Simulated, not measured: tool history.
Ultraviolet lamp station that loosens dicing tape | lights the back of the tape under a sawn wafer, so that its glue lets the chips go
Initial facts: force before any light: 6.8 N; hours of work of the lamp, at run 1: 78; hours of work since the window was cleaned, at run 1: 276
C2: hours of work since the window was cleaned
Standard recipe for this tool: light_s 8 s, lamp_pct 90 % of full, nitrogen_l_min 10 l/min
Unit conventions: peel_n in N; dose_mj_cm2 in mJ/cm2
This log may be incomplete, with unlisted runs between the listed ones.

Run 1, hour 0: usual settings; hours of work of the lamp 78; C2 276. Result: peel_n 0.386 N, dose_mj_cm2 444 mJ/cm2.
Run 2, hour 10.6: usual settings; hours of work of the lamp 85; C2 283. Result: peel_n 0.399 N, dose_mj_cm2 442 mJ/cm2.
Run 3, hour 16.5: usual settings; hours of work of the lamp 89; C2 287. Result: peel_n 0.412 N, dose_mj_cm2 438 mJ/cm2.
Run 4, hour 21.8: usual settings; hours of work of the lamp 93; C2 291. Result: peel_n 0.403 N, dose_mj_cm2 436 mJ/cm2.
Run 5, hour 27.4: usual settings; hours of work of the lamp 96; C2 295. Result: peel_n 0.426 N, dose_mj_cm2 432 mJ/cm2.
Run 6, hour 37.3: usual settings; hours of work of the lamp 103; C2 301. Result: peel_n 0.401 N, dose_mj_cm2 430 mJ/cm2.
At hour 44.7: window cleaned of glue's vapour.
Run 7, hour 45.8: usual settings; hours of work of the lamp 108; C2 1. Result: peel_n 0.497 N, dose_mj_cm2 398 mJ/cm2.
Run 8, hour 54.3: usual settings; hours of work of the lamp 114; C2 7. Result: peel_n 0.498 N, dose_mj_cm2 397 mJ/cm2.
Run 9, hour 60.9: usual settings but nitrogen_l_min 5 l/min; hours of work of the lamp 119; C2 11. Result: peel_n 0.871 N, dose_mj_cm2 403 mJ/cm2.
Run 10, hour 70.9: usual settings but nitrogen_l_min 5 l/min; hours of work of the lamp 125; C2 18. Result: peel_n 0.918 N, dose_mj_cm2 397 mJ/cm2.
At hour 77.4: window cleaned of glue's vapour, once more.
Run 11, hour 77.8: usual settings but lamp_pct 69 % of full, nitrogen_l_min 5 l/min; hours of work of the lamp 130; C2 0. Result: peel_n 0.9 N, dose_mj_cm2 404 mJ/cm2.
Run 12, hour 84.4: usual settings but nitrogen_l_min 15 l/min; hours of work of the lamp 134; C2 5. Result: peel_n 0.236 N, dose_mj_cm2 521 mJ/cm2.
Run 13, hour 89.6: usual settings; hours of work of the lamp 138; C2 8. Result: peel_n 0.297 N, dose_mj_cm2 519 mJ/cm2.
Run 14, hour 97.4: usual settings; hours of work of the lamp 143; C2 14. Result: peel_n 0.307 N, dose_mj_cm2 518 mJ/cm2.
Run 15, hour 106: usual settings but lamp_pct 72 % of full; hours of work of the lamp 149; C2 19. Result: peel_n 0.45 N, dose_mj_cm2 414 mJ/cm2.
Run 16, hour 113.8: usual settings but lamp_pct 72 % of full; hours of work of the lamp 154; C2 25. Result: peel_n 0.474 N, dose_mj_cm2 415 mJ/cm2.
Run 17, hour 120.7: usual settings but lamp_pct 72 % of full; hours of work of the lamp 159; C2 29. Result: peel_n 0.472 N, dose_mj_cm2 408 mJ/cm2.
Run 18, hour 127.5: usual settings but light_s 7 s; hours of work of the lamp 163; C2 34. Result: peel_n 0.394 N, dose_mj_cm2 449 mJ/cm2.
Run 19, hour 132.7: usual settings but light_s 7 s; hours of work of the lamp 167; C2 37. Result: peel_n 0.395 N, dose_mj_cm2 444 mJ/cm2.
Run 20, hour 138.5: usual settings; hours of work of the lamp 171; C2 41. Result: peel_n 0.302 N, dose_mj_cm2 505 mJ/cm2.
Run 21, hour 144.4: usual settings; hours of work of the lamp 175; C2 45. Result: peel_n 0.307 N, dose_mj_cm2 504 mJ/cm2.
Run 22, hour 154.9: usual settings; hours of work of the lamp 182; C2 52. Result: peel_n 0.314 N, dose_mj_cm2 508 mJ/cm2.
Run 23, hour 161.8: usual settings; hours of work of the lamp 187; C2 57. Result: peel_n 0.325 N, dose_mj_cm2 501 mJ/cm2.
Run 24, hour 170.6: usual settings but lamp_pct 61 % of full, nitrogen_l_min 6 l/min; hours of work of the lamp 193; C2 63. Result: peel_n 1.008 N, dose_mj_cm2 343 mJ/cm2.
Run 25, hour 175.2: usual settings but light_s 4 s, lamp_pct 75 % of full, nitrogen_l_min 7 l/min; hours of work of the lamp 196; C2 66. Result: peel_n 1.887 N, dose_mj_cm2 206 mJ/cm2.
Run 26, hour 184.2: usual settings but light_s 4 s; hours of work of the lamp 202; C2 72. Result: peel_n 1.212 N, dose_mj_cm2 247 mJ/cm2.
Run 27, hour 191.3: usual settings but lamp_pct 76 % of full, nitrogen_l_min 16 l/min; hours of work of the lamp 207; C2 77. Result: peel_n 0.332 N, dose_mj_cm2 418 mJ/cm2.
Run 28, hour 200: usual settings but lamp_pct 74 % of full; hours of work of the lamp 212; C2 83. Result: peel_n 0.459 N, dose_mj_cm2 402 mJ/cm2.
Run 29, hour 209.4: usual settings but lamp_pct 74 % of full; hours of work of the lamp 219; C2 89. Result: peel_n 0.489 N, dose_mj_cm2 403 mJ/cm2.
Run 30, hour 217.1: usual settings but light_s 14 s, lamp_pct 74 % of full; hours of work of the lamp 224; C2 95. Result: peel_n 0.201 N, dose_mj_cm2 703 mJ/cm2.
Run 31, hour 222.6: usual settings but light_s 6 s, lamp_pct 99 % of full, nitrogen_l_min 4 l/min; hours of work of the lamp 228; C2 98. Result: peel_n 1.026 N, dose_mj_cm2 401 mJ/cm2.
Run 32, hour 233.4: usual settings but light_s 6 s, lamp_pct 99 % of full, nitrogen_l_min 4 l/min; hours of work of the lamp 235; C2 106. Result: peel_n 1.029 N, dose_mj_cm2 396 mJ/cm2.
Run 33, hour 240.9: usual settings but nitrogen_l_min 6 l/min; hours of work of the lamp 240; C2 111. Result: peel_n 0.508 N, dose_mj_cm2 485 mJ/cm2.
Run 34, hour 249: usual settings but light_s 14 s, lamp_pct 86 % of full, nitrogen_l_min 5 l/min; hours of work of the lamp 246; C2 116. Result: peel_n 0.247 N, dose_mj_cm2 806 mJ/cm2.
Run 35, hour 259.5: usual settings but light_s 14 s, lamp_pct 86 % of full, nitrogen_l_min 5 l/min; hours of work of the lamp 253; C2 123. Result: peel_n 0.264 N, dose_mj_cm2 804 mJ/cm2.
Run 36, hour 264.9: usual settings but light_s 5 s, lamp_pct 91 % of full, nitrogen_l_min 6 l/min; hours of work of the lamp 256; C2 127. Result: peel_n 1.207 N, dose_mj_cm2 299 mJ/cm2.
Run 37, hour 274.8: usual settings but lamp_pct 77 % of full, nitrogen_l_min 7 l/min; hours of work of the lamp 263; C2 133. Result: peel_n 0.648 N, dose_mj_cm2 403 mJ/cm2.
Run 38, hour 280.4: usual settings but lamp_pct 82 % of full, nitrogen_l_min 13 l/min; hours of work of the lamp 267; C2 137. Result: peel_n 0.364 N, dose_mj_cm2 429 mJ/cm2.
Run 39, hour 284.9: usual settings but light_s 14 s, lamp_pct 82 % of full, nitrogen_l_min 9 l/min; hours of work of the lamp 270; C2 140. Result: peel_n 0.2 N, dose_mj_cm2 752 mJ/cm2.
Run 40, hour 294.2: usual settings but light_s 14 s, lamp_pct 82 % of full, nitrogen_l_min 9 l/min; hours of work of the lamp 276; C2 147. Result: peel_n 0.191 N, dose_mj_cm2 751 mJ/cm2.
Run 41, hour 300.8: usual settings but light_s 14 s, lamp_pct 82 % of full, nitrogen_l_min 9 l/min; hours of work of the lamp 281; C2 151. Result: peel_n 0.208 N, dose_mj_cm2 754 mJ/cm2.

Below are 5 alternative next runs, each starting from the tool's condition after run 41. Predict each:
Run A, hour 309.3: usual settings but light_s 10 s, lamp_pct 94 % of full, nitrogen_l_min 13 l/min; hours of work of the lamp 286; C2 157. Result: peel_n ?, dose_mj_cm2 ?.
Run B, hour 309.3: usual settings but lamp_pct 83 % of full, nitrogen_l_min 4 l/min; hours of work of the lamp 286; C2 157. Result: peel_n ?, dose_mj_cm2 ?.
Run C, hour 309.3: usual settings but light_s 5 s, lamp_pct 78 % of full, nitrogen_l_min 9 l/min; hours of work of the lamp 286; C2 157. Result: peel_n ?, dose_mj_cm2 ?.
Run D, hour 309.3: usual settings but light_s 5 s, nitrogen_l_min 8 l/min; hours of work of the lamp 286; C2 157. Result: peel_n ?, dose_mj_cm2 ?.
Run E, hour 309.3: usual settings but lamp_pct 89 % of full, nitrogen_l_min 15 l/min; hours of work of the lamp 286; C2 157. Result: peel_n ?, dose_mj_cm2 ?.

run  peel_n  dose_mj_cm2
  A   0.211          607
  B   0.931          425
  C   1.219          250
  D   1.083          290
  E   0.275          457
Stripped of hidden state, with their random variation kept, the same runs would have yielded:
run  peel_n  dose_mj_cm2
  A   0.189          702
  B   0.712          492
  C   0.958          289
  D   0.836          336
  E   0.223          529

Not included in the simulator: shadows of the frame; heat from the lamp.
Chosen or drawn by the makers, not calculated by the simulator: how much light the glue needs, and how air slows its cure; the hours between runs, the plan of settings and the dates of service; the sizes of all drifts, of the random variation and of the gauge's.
